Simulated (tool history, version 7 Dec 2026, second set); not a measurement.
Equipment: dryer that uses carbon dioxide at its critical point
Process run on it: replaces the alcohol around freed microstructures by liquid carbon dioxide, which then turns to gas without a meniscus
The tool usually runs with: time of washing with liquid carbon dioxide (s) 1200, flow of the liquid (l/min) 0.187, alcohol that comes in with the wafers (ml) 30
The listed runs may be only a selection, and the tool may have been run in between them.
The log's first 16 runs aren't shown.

run	hour	time of washing with liquid carbon dioxide (s)	flow of the liquid (l/min)	alcohol that comes in with the wafers (ml)	alcohol left in the vessel before it's heated (ppm by volume)
17	736.0	1020	0.140	30	1384
18	793.9	1020	0.140	30	1438
19	859.8	1200	0.187	30	241
20	889.6	1200	0.187	30	247
21	948.6	900	0.255	30	225
# hour 981.0: inlet filter changed
22	988.6	900	0.255	30	186
23	1034.2	900	0.255	106	475
24	1075.3	1620	0.287	106	86
25	1105.2	1200	0.189	107	571
26	1170.7	1200	0.189	107	557
27	1199.0	1200	0.189	107	599
28	1257.9	1200	0.189	107	612
29	1323.4	1200	0.189	107	661
# hour 1364.3: purifier's bed changed
30	1364.3	1200	0.187	30	167
# hour 1388.0: inlet filter changed
31	1416.7	1200	0.187	30	127
32	1463.7	1380	0.187	30	60

Forecast each of these 5 alternatives for the next run:
A	1492.8	1200	0.183	30	?
B	1492.8	900	0.229	30	?
C	1492.8	1200	0.277	92	?
D	1492.8	1380	0.178	37	?
E	1492.8	1080	0.176	51	?

run	alcohol left in the vessel before it's heated (ppm by volume)
A	172
B	229
C	34
D	105
E	602
With no hidden state in the tool, these same runs would have given:
run	alcohol left in the vessel before it's heated (ppm by volume)
A	148
B	199
C	23
D	86
E	538
